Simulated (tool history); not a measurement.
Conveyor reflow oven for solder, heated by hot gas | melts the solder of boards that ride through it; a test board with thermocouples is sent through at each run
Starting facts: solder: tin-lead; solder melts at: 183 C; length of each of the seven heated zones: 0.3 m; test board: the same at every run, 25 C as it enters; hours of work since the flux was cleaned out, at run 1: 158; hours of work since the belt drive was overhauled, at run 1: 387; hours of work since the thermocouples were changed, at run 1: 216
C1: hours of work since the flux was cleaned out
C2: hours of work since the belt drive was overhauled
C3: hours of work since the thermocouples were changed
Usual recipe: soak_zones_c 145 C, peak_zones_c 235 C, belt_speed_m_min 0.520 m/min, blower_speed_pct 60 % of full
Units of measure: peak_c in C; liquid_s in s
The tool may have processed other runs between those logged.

{"run": 1, "hour": 0.0, "soak_zones_c": 145, "peak_zones_c": 235, "belt_speed_m_min": 0.52, "blower_speed_pct": 60, "C1": 158, "C2": 387, "C3": 216, "peak_c": 216.3, "liquid_s": 53.0}
{"run": 2, "hour": 15.0, "soak_zones_c": 145, "peak_zones_c": 235, "belt_speed_m_min": 0.582, "blower_speed_pct": 60, "C1": 164, "C2": 393, "C3": 223, "peak_c": 212.3, "liquid_s": 44.0}
{"run": 3, "hour": 30.2, "soak_zones_c": 145, "peak_zones_c": 235, "belt_speed_m_min": 0.582, "blower_speed_pct": 60, "C1": 171, "C2": 400, "C3": 229, "peak_c": 212.1, "liquid_s": 43.5}
{"run": 4, "hour": 63.4, "soak_zones_c": 145, "peak_zones_c": 235, "belt_speed_m_min": 0.582, "blower_speed_pct": 60, "C1": 185, "C2": 414, "C3": 243, "peak_c": 212.0, "liquid_s": 43.3}
{"run": 5, "hour": 77.1, "soak_zones_c": 145, "peak_zones_c": 235, "belt_speed_m_min": 0.582, "blower_speed_pct": 60, "C1": 191, "C2": 420, "C3": 249, "peak_c": 212.0, "liquid_s": 43.7}
{"run": 6, "hour": 95.1, "soak_zones_c": 145, "peak_zones_c": 235, "belt_speed_m_min": 0.582, "blower_speed_pct": 60, "C1": 198, "C2": 427, "C3": 257, "peak_c": 212.1, "liquid_s": 43.5}
{"run": 7, "hour": 122.1, "soak_zones_c": 145, "peak_zones_c": 235, "belt_speed_m_min": 0.582, "blower_speed_pct": 51, "C1": 210, "C2": 439, "C3": 268, "peak_c": 209.2, "liquid_s": 41.0}
{"run": 8, "hour": 139.8, "soak_zones_c": 145, "peak_zones_c": 235, "belt_speed_m_min": 0.582, "blower_speed_pct": 51, "C1": 217, "C2": 446, "C3": 276, "peak_c": 208.7, "liquid_s": 40.4}
{"run": 9, "hour": 163.6, "soak_zones_c": 145, "peak_zones_c": 235, "belt_speed_m_min": 0.582, "blower_speed_pct": 51, "C1": 228, "C2": 456, "C3": 286, "peak_c": 208.8, "liquid_s": 40.5}
{"run": 10, "hour": 188.1, "soak_zones_c": 145, "peak_zones_c": 235, "belt_speed_m_min": 0.562, "blower_speed_pct": 77, "C1": 238, "C2": 467, "C3": 297, "peak_c": 217.2, "liquid_s": 50.0}
{"run": 11, "hour": 210.0, "soak_zones_c": 139, "peak_zones_c": 235, "belt_speed_m_min": 0.52, "blower_speed_pct": 60, "C1": 247, "C2": 476, "C3": 306, "peak_c": 214.5, "liquid_s": 49.6}
{"run": 12, "hour": 235.5, "soak_zones_c": 132, "peak_zones_c": 234, "belt_speed_m_min": 0.52, "blower_speed_pct": 73, "C1": 258, "C2": 487, "C3": 317, "peak_c": 215.5, "liquid_s": 48.9}
{"run": 13, "hour": 256.7, "soak_zones_c": 152, "peak_zones_c": 231, "belt_speed_m_min": 0.52, "blower_speed_pct": 59, "C1": 267, "C2": 496, "C3": 326, "peak_c": 214.2, "liquid_s": 54.3}

4 options for the next run, each taken on its own from the tool as it stands now. Forecast them:
{"run": "A", "hour": 285.2, "soak_zones_c": 145, "peak_zones_c": 235, "belt_speed_m_min": 0.52, "blower_speed_pct": 56, "C1": 280, "C2": 508, "C3": 338, "peak_c": "?", "liquid_s": "?"}
{"run": "B", "hour": 285.2, "soak_zones_c": 145, "peak_zones_c": 233, "belt_speed_m_min": 0.486, "blower_speed_pct": 64, "C1": 280, "C2": 508, "C3": 338, "peak_c": "?", "liquid_s": "?"}
{"run": "C", "hour": 285.2, "soak_zones_c": 152, "peak_zones_c": 233, "belt_speed_m_min": 0.52, "blower_speed_pct": 59, "C1": 280, "C2": 508, "C3": 338, "peak_c": "?", "liquid_s": "?"}
{"run": "D", "hour": 285.2, "soak_zones_c": 150, "peak_zones_c": 249, "belt_speed_m_min": 0.52, "blower_speed_pct": 59, "C1": 280, "C2": 508, "C3": 338, "peak_c": "?", "liquid_s": "?"}

run=A peak_c=214.8 liquid_s=51.8
run=B peak_c=217.3 liquid_s=58.8
run=C peak_c=215.8 liquid_s=55.3
run=D peak_c=228.2 liquid_s=62.5
The same runs, with their run-to-run variation unchanged, on a tool lacking any hidden condition would have given:
run=A peak_c=215.1 liquid_s=51.8
run=B peak_c=217.6 liquid_s=58.7
run=C peak_c=216.0 liquid_s=55.2
run=D peak_c=228.6 liquid_s=62.1
